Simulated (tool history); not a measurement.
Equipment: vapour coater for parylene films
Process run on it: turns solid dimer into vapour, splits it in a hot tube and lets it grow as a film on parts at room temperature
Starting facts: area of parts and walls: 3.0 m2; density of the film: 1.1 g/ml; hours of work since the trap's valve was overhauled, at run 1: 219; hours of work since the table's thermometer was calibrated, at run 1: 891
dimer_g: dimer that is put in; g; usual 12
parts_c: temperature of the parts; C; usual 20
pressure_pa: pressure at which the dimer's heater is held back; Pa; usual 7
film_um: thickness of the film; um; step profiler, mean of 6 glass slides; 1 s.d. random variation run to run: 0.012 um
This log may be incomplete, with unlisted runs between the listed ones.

run	hour	dimer_g	parts_c	pressure_pa	hours of work since the trap's valve was overhauled	hours of work since the table's thermometer was calibrated	film_um
1	0	12	20	7	219	891	1.82
2	74.4	12	20	7	266	938	1.79
3	120.1	12	20	7	294	966	1.8
4	152.7	12	20	7	314	986	1.79
5	195.4	12	20	7	341	1013	1.78
# hour 255.8: trap's valve overhauled
6	277	12	20	7	13	1061	1.91
7	321.6	12	20	7	41	1089	1.9
# hour 327.6: table's thermometer calibrated
8	375	12	20	7	74	30	1.9
9	444.1	16	20	7	117	73	2.47
10	482.8	16	20	7	141	97	2.49
11	541.5	16	20	7	178	133	2.46
# hour 564.8: table's thermometer calibrated, once more
12	594.8	16	20	7	210	19	2.45
13	660.2	17	12	7	251	60	3.25
14	735.4	17	12	7	298	106	3.18
15	787.9	5	20	7	331	139	0.74
# hour 859: trap's valve overhauled
16	864	5	20	7	3	184	0.81
17	935.3	5	20	4.91	48	229	0.85
18	1004.9	5	20	4.91	91	272	0.85
19	1050.8	8	29	7.08	120	301	0.97
20	1094.9	8	29	7.08	147	328	0.96

Across each entry between runs, compare the hidden state at the last listed run before it with the hidden state at the first listed run after it:
From run 5 to run 6: trap's valve overhauled (hour 255.8)
  vapour lost through the trap's worn valve, %: 8.6 -> 0.8; true temperature of the parts over the reading, C: -0.13 -> -0.15
  the result without the hidden state subtracted from the measured one, film_um: -0.16 -> -0.01 um
From run 7 to run 8: table's thermometer calibrated (hour 327.6)
  vapour lost through the trap's worn valve, %: 1.5 -> 2.3; true temperature of the parts over the reading, C: -0.15 -> -0.19
  the result without the hidden state subtracted from the measured one, film_um: -0.02 -> -0.04 um
From run 11 to run 12: table's thermometer calibrated, once more (hour 564.8)
  vapour lost through the trap's worn valve, %: 4.7 -> 5.6; true temperature of the parts over the reading, C: -0.21 -> -0.04
  the result without the hidden state subtracted from the measured one, film_um: -0.1 -> -0.14 um
From run 15 to run 16: trap's valve overhauled (hour 859)
  vapour lost through the trap's worn valve, %: 8.4 -> 0.6; true temperature of the parts over the reading, C: -0.07 -> -0.08
  the result without the hidden state subtracted from the measured one, film_um: -0.07 -> +0 um
